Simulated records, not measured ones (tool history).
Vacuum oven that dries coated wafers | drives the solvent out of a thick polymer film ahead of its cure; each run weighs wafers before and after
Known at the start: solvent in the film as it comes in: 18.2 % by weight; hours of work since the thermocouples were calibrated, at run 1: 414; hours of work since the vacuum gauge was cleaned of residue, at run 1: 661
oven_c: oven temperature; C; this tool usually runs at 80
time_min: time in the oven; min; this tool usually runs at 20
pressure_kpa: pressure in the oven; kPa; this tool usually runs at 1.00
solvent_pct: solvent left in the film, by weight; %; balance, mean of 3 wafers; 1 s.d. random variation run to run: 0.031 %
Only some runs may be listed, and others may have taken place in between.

run	day	oven_c	time_min	pressure_kpa	hours of work since the thermocouples were calibrated	hours of work since the vacuum gauge was cleaned of residue	solvent_pct
1	0.000	80	20	1.00	414	661	4.75
2	3.629	94	20	1.00	459	706	1.20
3	6.258	94	20	1.00	491	739	1.21
4	8.300	80	20	1.00	517	764	4.78
5	12.046	80	26	1.00	563	810	3.52
6	14.508	80	26	1.00	593	841	3.58
7	18.433	80	26	1.00	642	889	3.56
8	21.800	80	26	1.00	684	931	3.64
# day 25.929: oven's thermocouples calibrated
9	25.967	80	26	1.00	0	982	3.15
10	28.133	80	20	1.00	27	1008	4.40
11	31.446	80	20	1.00	68	1049	4.46
12	33.108	80	20	1.00	89	1070	4.41
13	35.112	80	20	1.54	114	1095	4.75
14	39.158	80	20	1.00	164	1145	4.43
15	42.500	80	20	1.00	205	1186	4.51
16	45.433	80	20	1.00	241	1222	4.54
17	48.154	80	20	1.00	275	1256	4.49
18	51.058	80	12	1.00	311	1292	7.05
19	55.054	80	12	1.00	360	1342	7.21
20	59.129	80	17	1.00	411	1392	5.42
# day 59.417: vacuum gauge cleaned of residue and calibrated
21	62.888	80	17	1.00	456	43	5.51
22	64.567	80	17	1.00	477	64	5.51
23	67.475	80	16	2.32	513	100	6.39
24	70.083	89	17	1.00	546	132	2.73
25	73.700	89	17	1.00	590	177	2.76
26	75.608	75	17	0.51	614	200	7.13
27	78.017	91	21	2.68	644	230	2.26
28	80.971	88	33	1.15	680	267	1.25
# day 83.942: vacuum gauge cleaned of residue and calibrated, once more
29	84.400	73	33	1.15	722	6	4.52
# day 85.704: oven's thermocouples calibrated
30	88.192	91	20	3.33	31	52	2.38
31	92.242	91	20	2.79	81	102	2.14
32	96.221	89	16	1.00	130	151	2.71
33	99.888	89	16	1.00	175	196	2.68
34	101.896	89	13	3.02	200	221	4.38
35	104.071	89	14	3.02	227	248	4.13
36	107.125	79	20	1.24	265	286	4.90
37	108.858	79	20	1.24	286	307	4.93
38	112.229	79	20	1.24	328	349	4.97
39	115.921	80	20	3.36	374	395	5.72
40	118.600	66	24	3.36	407	428	10.13
41	122.271	66	24	3.36	452	473	10.11
42	124.533	66	24	3.36	480	501	10.15
43	128.288	66	24	3.36	527	548	10.10
44	132.192	84	23	3.36	575	596	3.85

4 options for the next run, each taken on its own from the tool as it stands now. Forecast them:
A	135.596	75	27	1.04	617	638	?
B	135.596	84	23	0.71	617	638	?
C	135.596	69	17	0.95	617	638	?
D	135.596	95	16	1.00	617	638	?

run	solvent_pct
A	4.86
B	2.60
C	9.12
D	1.55
Had the tool no hidden state, the same runs would have come out as:
run	solvent_pct
A	4.57
B	2.39
C	8.87
D	1.40

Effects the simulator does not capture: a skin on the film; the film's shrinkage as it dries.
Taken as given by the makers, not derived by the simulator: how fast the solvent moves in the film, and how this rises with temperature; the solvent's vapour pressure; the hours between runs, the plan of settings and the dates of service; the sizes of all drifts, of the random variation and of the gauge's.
